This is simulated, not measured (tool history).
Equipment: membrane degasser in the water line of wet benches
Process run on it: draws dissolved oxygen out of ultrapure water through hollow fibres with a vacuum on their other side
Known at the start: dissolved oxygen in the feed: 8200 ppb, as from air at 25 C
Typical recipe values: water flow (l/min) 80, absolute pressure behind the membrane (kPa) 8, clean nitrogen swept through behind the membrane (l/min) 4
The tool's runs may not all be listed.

| run | hour | water flow (l/min) | absolute pressure behind the membrane (kPa) | clean nitrogen swept through behind the membrane (l/min) | dissolved oxygen in the water behind the degasser (ppb) | pressure that the water loses in the fibres (kPa) |
|---|---|---|---|---|---|---|
| 1 | 0.0 | 80 | 8 | 4 | 230.1 | 64.28 |
| 2 | 87.0 | 80 | 8 | 4 | 228.6 | 64.17 |
| 3 | 210.2 | 80 | 8 | 4 | 225.8 | 63.64 |
| 4 | 266.5 | 80 | 8 | 4 | 227.0 | 64.37 |
| 5 | 320.0 | 80 | 8 | 4 | 227.9 | 64.11 |
| 6 | 442.6 | 80 | 8 | 4 | 225.4 | 64.26 |
| 7 | 555.1 | 80 | 8 | 4 | 228.8 | 63.94 |
| 8 | 658.0 | 98 | 8 | 4 | 282.3 | 78.26 |

Run 9 comes next. What will it give?
| 9 | 775.5 | 98 | 8 | 4 | ? | ? |

dissolved oxygen in the water behind the degasser (ppb): 280.7
pressure that the water loses in the fibres (kPa): 78.43
Without the tool's hidden state the same run would have given dissolved oxygen in the water behind the degasser (ppb) 280.6, pressure that the water loses in the fibres (kPa) 78.75.
